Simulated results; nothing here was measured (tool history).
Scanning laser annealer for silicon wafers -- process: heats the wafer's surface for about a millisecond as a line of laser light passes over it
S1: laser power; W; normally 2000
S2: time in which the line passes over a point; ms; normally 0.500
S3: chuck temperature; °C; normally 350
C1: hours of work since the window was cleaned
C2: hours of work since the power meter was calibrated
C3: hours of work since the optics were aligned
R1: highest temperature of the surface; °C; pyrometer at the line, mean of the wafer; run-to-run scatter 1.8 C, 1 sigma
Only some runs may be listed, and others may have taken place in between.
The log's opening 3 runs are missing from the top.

run,hour,S1,S2,S3,C1,C2,C3,R1
4,22.9,1987,0.500,350,171,102,581,1056
5,28.3,1987,0.500,350,175,106,585,1054
6,32.9,1987,0.500,350,178,110,588,1058
7,43.6,1987,0.500,350,186,118,596,1058
8,49.5,1987,0.500,350,191,122,601,1056
9,55.8,1987,0.500,350,195,127,606,1060
10,66.8,1987,0.500,350,204,135,614,1057
11,73.3,1814,0.500,350,209,140,619,992
12,78.7,2000,0.500,350,213,144,623,1062
13,86.6,2091,0.500,350,219,150,629,1101
14,92.4,2091,0.457,350,223,155,633,1059
15,98.7,2194,0.457,350,228,159,638,1100
16,108.2,2194,0.457,350,235,167,645,1092
17,114.1,2194,0.457,350,239,171,650,1098
18,121.8,2000,0.500,350,245,177,655,1065
19,131.0,2000,0.500,350,252,184,662,1064
20,140.8,2000,0.500,350,259,191,670,1065
21,150.7,2000,0.500,364,267,199,677,1077
22,158.9,1823,0.590,346,273,205,683,1054
23,166.1,2136,0.366,346,278,210,689,981

Run 24 is up next; what results do you expect?
24,175.8,1984,0.500,350,286,217,696,?

Run 24 gave R1 1059 °C.
The same run, on a tool lacking any hidden state, would have yielded R1 1060 °C.
